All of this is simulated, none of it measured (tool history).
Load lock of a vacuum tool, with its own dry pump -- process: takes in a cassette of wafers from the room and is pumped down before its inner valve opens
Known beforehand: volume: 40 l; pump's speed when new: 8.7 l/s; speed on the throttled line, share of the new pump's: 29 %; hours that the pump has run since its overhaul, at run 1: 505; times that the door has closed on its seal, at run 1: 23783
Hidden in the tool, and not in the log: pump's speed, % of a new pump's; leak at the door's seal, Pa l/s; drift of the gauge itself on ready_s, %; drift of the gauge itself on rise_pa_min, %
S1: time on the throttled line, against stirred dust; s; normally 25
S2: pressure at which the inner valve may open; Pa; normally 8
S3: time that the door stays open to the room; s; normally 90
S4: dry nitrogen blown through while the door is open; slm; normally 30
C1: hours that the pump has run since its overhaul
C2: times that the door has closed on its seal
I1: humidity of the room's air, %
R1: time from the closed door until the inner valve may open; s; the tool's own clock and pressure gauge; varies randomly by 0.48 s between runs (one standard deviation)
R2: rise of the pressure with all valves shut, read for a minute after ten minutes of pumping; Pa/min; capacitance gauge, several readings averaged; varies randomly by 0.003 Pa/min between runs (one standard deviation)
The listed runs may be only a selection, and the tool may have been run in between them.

{"run": 1, "hour": 0.0, "S1": 25, "S2": 8, "S3": 90, "S4": 30, "C1": 505, "C2": 23783, "I1": 47.0, "R1": 62.0, "R2": 0.33}
{"run": 2, "hour": 226.7, "S1": 25, "S2": 8, "S3": 90, "S4": 30, "C1": 732, "C2": 24544, "I1": 43.9, "R1": 61.7, "R2": 0.327}
{"run": 3, "hour": 550.6, "S1": 25, "S2": 7, "S3": 90, "S4": 30, "C1": 1056, "C2": 25630, "I1": 49.3, "R1": 63.0, "R2": 0.353}
{"run": 4, "hour": 1043.1, "S1": 19, "S2": 7, "S3": 90, "S4": 30, "C1": 1548, "C2": 27281, "I1": 48.3, "R1": 58.9, "R2": 0.388}
{"run": 5, "hour": 1423.0, "S1": 27, "S2": 8, "S3": 90, "S4": 30, "C1": 1928, "C2": 28555, "I1": 48.4, "R1": 64.3, "R2": 0.425}
{"hour": 1678.5, "done": "door's seal changed, seat wiped"}
{"run": 6, "hour": 1684.9, "S1": 27, "S2": 8, "S3": 90, "S4": 30, "C1": 2189, "C2": 21, "I1": 46.8, "R1": 64.1, "R2": 0.022}
{"run": 7, "hour": 2151.4, "S1": 27, "S2": 8, "S3": 90, "S4": 30, "C1": 2655, "C2": 1586, "I1": 44.9, "R1": 64.6, "R2": 0.034}
{"run": 8, "hour": 2672.8, "S1": 25, "S2": 8, "S3": 100, "S4": 30, "C1": 3177, "C2": 3334, "I1": 44.3, "R1": 63.5, "R2": 0.043}
{"run": 9, "hour": 3001.2, "S1": 25, "S2": 8, "S3": 100, "S4": 5, "C1": 3505, "C2": 4436, "I1": 44.1, "R1": 62.8, "R2": 0.085}
{"run": 10, "hour": 3364.8, "S1": 25, "S2": 8, "S3": 90, "S4": 30, "C1": 3869, "C2": 5655, "I1": 47.7, "R1": 64.0, "R2": 0.057}
{"run": 11, "hour": 3626.5, "S1": 25, "S2": 8, "S3": 90, "S4": 30, "C1": 4130, "C2": 6533, "I1": 44.6, "R1": 63.5, "R2": 0.066}
{"run": 12, "hour": 4031.9, "S1": 25, "S2": 8, "S3": 90, "S4": 30, "C1": 4536, "C2": 7892, "I1": 46.3, "R1": 63.6, "R2": 0.075}
{"run": 13, "hour": 4583.4, "S1": 25, "S2": 8, "S3": 90, "S4": 12, "C1": 5087, "C2": 9741, "I1": 41.8, "R1": 64.5, "R2": 0.111}
{"run": 14, "hour": 4880.4, "S1": 25, "S2": 8, "S3": 40, "S4": 30, "C1": 5384, "C2": 10737, "I1": 44.8, "R1": 64.5, "R2": 0.1}
{"run": 15, "hour": 5221.7, "S1": 25, "S2": 8, "S3": 94, "S4": 30, "C1": 5726, "C2": 11882, "I1": 43.9, "R1": 64.3, "R2": 0.119}
{"run": 16, "hour": 5617.3, "S1": 25, "S2": 8, "S3": 94, "S4": 30, "C1": 6121, "C2": 13208, "I1": 44.9, "R1": 63.9, "R2": 0.127}
{"run": 17, "hour": 6060.7, "S1": 27, "S2": 9, "S3": 31, "S4": 6, "C1": 6565, "C2": 14695, "I1": 43.4, "R1": 65.3, "R2": 0.162}
{"run": 18, "hour": 6436.1, "S1": 27, "S2": 9, "S3": 31, "S4": 6, "C1": 6940, "C2": 15954, "I1": 42.8, "R1": 65.6, "R2": 0.174}
{"run": 19, "hour": 6748.6, "S1": 45, "S2": 8, "S3": 121, "S4": 30, "C1": 7252, "C2": 17002, "I1": 41.5, "R1": 79.1, "R2": 0.185}
{"run": 20, "hour": 6972.4, "S1": 45, "S2": 8, "S3": 121, "S4": 30, "C1": 7476, "C2": 17753, "I1": 50.3, "R1": 80.0, "R2": 0.197}
{"run": 21, "hour": 7326.6, "S1": 22, "S2": 8, "S3": 90, "S4": 30, "C1": 7830, "C2": 18940, "I1": 46.5, "R1": 64.0, "R2": 0.213}
{"run": 22, "hour": 7657.4, "S1": 22, "S2": 7, "S3": 208, "S4": 30, "C1": 8161, "C2": 20050, "I1": 48.3, "R1": 65.5, "R2": 0.236}

For run 23, what comes out?
{"run": 23, "hour": 8118.7, "S1": 22, "S2": 7, "S3": 167, "S4": 30, "C1": 8623, "C2": 21597, "I1": 42.8, "R1": "?", "R2": "?"}

R1: 65.8 s
R2: 0.256 Pa/min
With the hidden condition absent and the run-to-run variation left alone, this run would have shown R1 60.5 s, R2 0.031 Pa/min.

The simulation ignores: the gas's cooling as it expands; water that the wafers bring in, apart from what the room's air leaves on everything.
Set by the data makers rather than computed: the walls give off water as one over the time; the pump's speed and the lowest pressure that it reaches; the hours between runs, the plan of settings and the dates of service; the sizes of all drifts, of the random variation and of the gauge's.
